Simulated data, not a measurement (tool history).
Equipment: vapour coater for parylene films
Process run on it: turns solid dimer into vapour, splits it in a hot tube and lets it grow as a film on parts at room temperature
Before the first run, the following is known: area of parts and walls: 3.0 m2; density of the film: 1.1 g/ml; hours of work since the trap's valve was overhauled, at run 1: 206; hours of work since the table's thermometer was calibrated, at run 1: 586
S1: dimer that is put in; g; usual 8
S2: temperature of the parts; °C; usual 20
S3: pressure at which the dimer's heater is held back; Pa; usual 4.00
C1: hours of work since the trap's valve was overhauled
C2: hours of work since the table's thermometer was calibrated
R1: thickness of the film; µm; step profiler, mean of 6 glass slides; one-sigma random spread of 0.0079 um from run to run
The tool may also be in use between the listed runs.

run   hour  S1  S2     S3   C1   C2     R1
  1    0.0   8  20   4.00  206  586  1.552
  2   51.6   8  20   4.00  234  614  1.543
  3  113.1   8  20   4.00  269  649  1.529
  4  178.4   8  20   4.00  305  685  1.523
  5  223.3   7  20   4.00  330  710  1.342
  6  269.7   8  20   6.66  356  736  1.448
  7  306.1   8  20   6.66  376  756  1.438
  8  348.6   8  20   4.00  399  779  1.518
  9  393.1   8  20  11.26  424  804  1.350
     402.4  -- trap's valve overhauled
 10  428.6   8  20   4.00   15  822  1.511
 11  473.1   8  20   4.00   39  846  1.502
 12  535.7   8  20   4.00   74  881  1.499
 13  608.0   8  20   4.00  114  921  1.491
 14  673.0   8  20   4.00  150  957  1.499
 15  711.3   8  20   4.00  172  979  1.485
     757.6  -- trap's valve overhauled, once more
     777.8  -- table's thermometer calibrated
 16  781.0   8  20   5.71   12    2  1.538
 17  818.4   7  17   4.35   33   23  1.468
 18  871.4   7  17   4.35   63   52  1.468
 19  938.2  10  17   3.13  100   89  2.161

Run 20 comes next. What will it give?
 20  985.0   8  30  4.00  126  115   ?

{"run 20": {"R1": 1.241}}
If the tool had no hidden condition, the same run with the same run-to-run variation would have returned R1 1.253 µm.
